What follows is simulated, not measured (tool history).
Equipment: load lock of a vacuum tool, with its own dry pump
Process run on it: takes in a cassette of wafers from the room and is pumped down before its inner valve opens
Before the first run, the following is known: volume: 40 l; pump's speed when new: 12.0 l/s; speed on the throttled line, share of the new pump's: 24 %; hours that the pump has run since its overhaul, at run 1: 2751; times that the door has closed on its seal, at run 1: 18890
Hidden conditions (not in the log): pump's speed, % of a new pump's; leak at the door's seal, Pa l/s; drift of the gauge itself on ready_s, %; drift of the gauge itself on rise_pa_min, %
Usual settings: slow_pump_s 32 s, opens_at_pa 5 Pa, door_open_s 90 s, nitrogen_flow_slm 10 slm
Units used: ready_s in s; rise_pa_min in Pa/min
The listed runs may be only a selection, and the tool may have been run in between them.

run,day,slow_pump_s,opens_at_pa,door_open_s,nitrogen_flow_slm,hours that the pump has run since its overhaul,times that the door has closed on its seal,"incoming humidity of the room's air, %",ready_s,rise_pa_min
1,0.000,32,5,90,10,2751,18890,45.7,59.2,0.174
2,6.258,32,5,90,10,2901,19358,43.6,59.4,0.175
3,11.104,50,5,90,10,3018,19721,47.3,72.5,0.186
4,19.950,50,5,90,10,3230,20383,45.8,72.9,0.191
5,28.362,50,5,90,10,3432,21013,45.3,72.8,0.200
6,36.492,50,5,90,10,3627,21622,43.4,72.9,0.212
7,43.462,36,5,90,10,3794,22144,43.8,63.0,0.209
8,52.754,36,5,90,10,4017,22840,46.7,62.9,0.216
9,57.875,36,5,90,10,4140,23223,48.6,62.7,0.226
10,66.517,36,5,90,10,4348,23870,42.4,63.0,0.241
11,76.921,36,5,90,6,4597,24649,38.9,63.1,0.259
12,84.967,36,5,90,6,4790,25251,44.2,63.3,0.267
13,94.079,32,5,90,23,5009,25933,47.5,60.2,0.257
14,99.971,32,5,90,8,5150,26375,46.1,60.5,0.288
15,107.629,38,5,90,10,5334,26948,44.8,65.0,0.276
16,114.300,32,5,90,10,5494,27448,46.2,60.4,0.294
17,124.425,32,5,90,10,5737,28206,42.8,60.5,0.310
18,133.892,32,5,90,10,5964,28914,45.8,60.9,0.317
19,141.954,32,5,90,10,6158,29518,45.4,61.1,0.320
20,148.600,32,5,86,13,6317,30015,43.9,60.8,0.326
21,156.158,32,5,104,45,6499,30582,46.0,61.6,0.319
22,165.454,32,5,104,45,6722,31277,47.9,61.2,0.346
23,171.129,32,5,104,45,6858,31702,43.4,61.0,0.348
24,176.079,32,5,127,45,6977,32073,42.3,61.3,0.353
25,183.458,32,9,90,12,7154,32625,48.6,58.9,0.376
26,190.342,32,7,90,10,7319,33141,41.9,60.1,0.384
27,199.288,34,7,90,10,7534,33810,48.8,61.6,0.410
28,205.075,34,7,90,10,7673,34244,43.9,61.4,0.409
29,213.504,34,5,90,10,7875,34875,44.3,63.5,0.424
30,223.779,34,5,90,10,8122,35644,49.1,63.2,0.440
31,231.092,34,5,90,10,8297,36192,47.1,63.9,0.440
# day 236.771: door's seal changed, seat wiped
32,240.412,34,5,90,10,8520,273,45.7,63.6,0.023
33,248.500,34,5,90,10,8714,878,43.0,63.7,0.028
34,254.312,32,8,90,33,8853,1313,44.5,60.4,0.016
35,261.192,38,8,90,18,9018,1829,45.4,64.3,0.028
36,267.188,38,8,90,18,9162,2278,46.1,64.8,0.027
37,275.133,43,5,90,10,9353,2872,41.6,70.7,0.035
# day 279.117: dry pump taken out, an overhauled one fitted
38,286.767,43,8,90,28,184,3725,43.3,65.0,0.024

How the hidden state differs across the entries between the runs, from the last listed run before each to the first after it:
From run 31 to run 32: door's seal changed, seat wiped (day 236.771)
  pump's speed, % of a new pump's: 86.9 -> 86.6; leak at the door's seal, Pa l/s: 0.2831 -> 0.0026
  measured result minus the result with no hidden state, ready_s: +4.0 -> +4.1 s; rise_pa_min: +0.417 -> +0.001 Pa/min
From run 37 to run 38: dry pump taken out, an overhauled one fitted (day 279.117)
  pump's speed, % of a new pump's: 85.3 -> 98; leak at the door's seal, Pa l/s: 0.0101 -> 0.0132
  measured result minus the result with no hidden state, ready_s: +4.2 -> +0.5 s; rise_pa_min: +0.012 -> +0.016 Pa/min

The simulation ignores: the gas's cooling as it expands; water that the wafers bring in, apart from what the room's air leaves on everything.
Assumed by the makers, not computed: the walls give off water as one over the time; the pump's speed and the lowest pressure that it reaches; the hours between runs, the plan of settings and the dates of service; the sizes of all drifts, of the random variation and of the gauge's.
